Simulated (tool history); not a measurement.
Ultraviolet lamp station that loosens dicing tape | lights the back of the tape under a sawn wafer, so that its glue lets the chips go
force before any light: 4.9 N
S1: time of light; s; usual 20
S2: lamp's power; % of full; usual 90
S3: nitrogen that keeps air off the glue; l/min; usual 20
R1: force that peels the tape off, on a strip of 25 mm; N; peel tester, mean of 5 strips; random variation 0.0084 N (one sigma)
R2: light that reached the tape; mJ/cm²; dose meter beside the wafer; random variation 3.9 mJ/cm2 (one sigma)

{"run": 1, "hour": 0.0, "S1": 20, "S2": 90, "S3": 20, "R1": 0.338, "R2": 662}
{"run": 2, "hour": 32.3, "S1": 20, "S2": 90, "S3": 20, "R1": 0.34, "R2": 665}
{"run": 3, "hour": 76.5, "S1": 20, "S2": 90, "S3": 20, "R1": 0.333, "R2": 658}
{"run": 4, "hour": 117.0, "S1": 20, "S2": 90, "S3": 20, "R1": 0.339, "R2": 660}
{"hour": 160.2, "done": "window cleaned of glue's vapour"}
{"run": 5, "hour": 165.1, "S1": 20, "S2": 90, "S3": 20, "R1": 0.334, "R2": 661}
{"run": 6, "hour": 198.4, "S1": 20, "S2": 90, "S3": 20, "R1": 0.338, "R2": 663}
{"run": 7, "hour": 221.3, "S1": 20, "S2": 65, "S3": 20, "R1": 0.589, "R2": 479}
{"run": 8, "hour": 258.7, "S1": 20, "S2": 61, "S3": 20, "R1": 0.646, "R2": 455}
{"run": 9, "hour": 294.9, "S1": 20, "S2": 61, "S3": 20, "R1": 0.655, "R2": 450}
{"run": 10, "hour": 342.3, "S1": 20, "S2": 90, "S3": 22, "R1": 0.324, "R2": 675}
{"run": 11, "hour": 378.4, "S1": 20, "S2": 90, "S3": 22, "R1": 0.321, "R2": 671}
{"run": 12, "hour": 410.5, "S1": 20, "S2": 90, "S3": 22, "R1": 0.346, "R2": 663}
{"run": 13, "hour": 452.9, "S1": 20, "S2": 90, "S3": 22, "R1": 0.321, "R2": 677}
{"run": 14, "hour": 487.4, "S1": 20, "S2": 90, "S3": 20, "R1": 0.342, "R2": 667}
{"run": 15, "hour": 515.7, "S1": 20, "S2": 90, "S3": 20, "R1": 0.339, "R2": 665}
{"run": 16, "hour": 547.8, "S1": 20, "S2": 65, "S3": 20, "R1": 0.585, "R2": 476}
{"run": 17, "hour": 582.6, "S1": 20, "S2": 65, "S3": 20, "R1": 0.602, "R2": 492}
{"run": 18, "hour": 606.5, "S1": 20, "S2": 65, "S3": 20, "R1": 0.591, "R2": 489}
{"run": 19, "hour": 631.7, "S1": 20, "S2": 65, "S3": 20, "R1": 0.574, "R2": 489}
{"run": 20, "hour": 662.6, "S1": 20, "S2": 90, "S3": 20, "R1": 0.344, "R2": 676}
{"run": 21, "hour": 704.3, "S1": 20, "S2": 90, "S3": 20, "R1": 0.34, "R2": 674}
{"run": 22, "hour": 739.2, "S1": 20, "S2": 90, "S3": 20, "R1": 0.331, "R2": 673}
{"run": 23, "hour": 781.5, "S1": 20, "S2": 90, "S3": 20, "R1": 0.353, "R2": 674}
{"run": 24, "hour": 827.6, "S1": 20, "S2": 90, "S3": 20, "R1": 0.341, "R2": 678}
{"run": 25, "hour": 873.1, "S1": 20, "S2": 90, "S3": 20, "R1": 0.338, "R2": 681}
{"run": 26, "hour": 916.8, "S1": 16, "S2": 90, "S3": 6, "R1": 0.831, "R2": 538}
{"hour": 957.0, "done": "gauge calibrated"}
{"run": 27, "hour": 959.6, "S1": 11, "S2": 90, "S3": 8, "R1": 1.252, "R2": 363}
{"run": 28, "hour": 981.4, "S1": 11, "S2": 90, "S3": 8, "R1": 1.259, "R2": 368}
{"run": 29, "hour": 1015.0, "S1": 32, "S2": 63, "S3": 7, "R1": 0.425, "R2": 745}
{"run": 30, "hour": 1059.0, "S1": 32, "S2": 63, "S3": 7, "R1": 0.427, "R2": 739}
{"run": 31, "hour": 1083.8, "S1": 32, "S2": 63, "S3": 7, "R1": 0.434, "R2": 743}
{"run": 32, "hour": 1110.1, "S1": 20, "S2": 85, "S3": 9, "R1": 0.524, "R2": 624}
{"hour": 1114.4, "done": "window cleaned of glue's vapour"}
{"run": 33, "hour": 1132.5, "S1": 20, "S2": 85, "S3": 9, "R1": 0.522, "R2": 633}
{"run": 34, "hour": 1182.1, "S1": 20, "S2": 93, "S3": 9, "R1": 0.452, "R2": 687}
{"run": 35, "hour": 1220.1, "S1": 38, "S2": 68, "S3": 13, "R1": 0.236, "R2": 946}
{"run": 36, "hour": 1259.6, "S1": 20, "S2": 81, "S3": 29, "R1": 0.364, "R2": 597}
{"run": 37, "hour": 1300.3, "S1": 20, "S2": 81, "S3": 29, "R1": 0.361, "R2": 597}
{"run": 38, "hour": 1340.3, "S1": 20, "S2": 62, "S3": 29, "R1": 0.556, "R2": 456}

Run 39 comes next. What will it give?
{"run": 39, "hour": 1370.8, "S1": 20, "S2": 62, "S3": 8, "R1": "?", "R2": "?"}

R1: 0.934 N
R2: 455 mJ/cm²
Without the tool's hidden state the same run would have given R1 0.929 N, R2 451 mJ/cm².
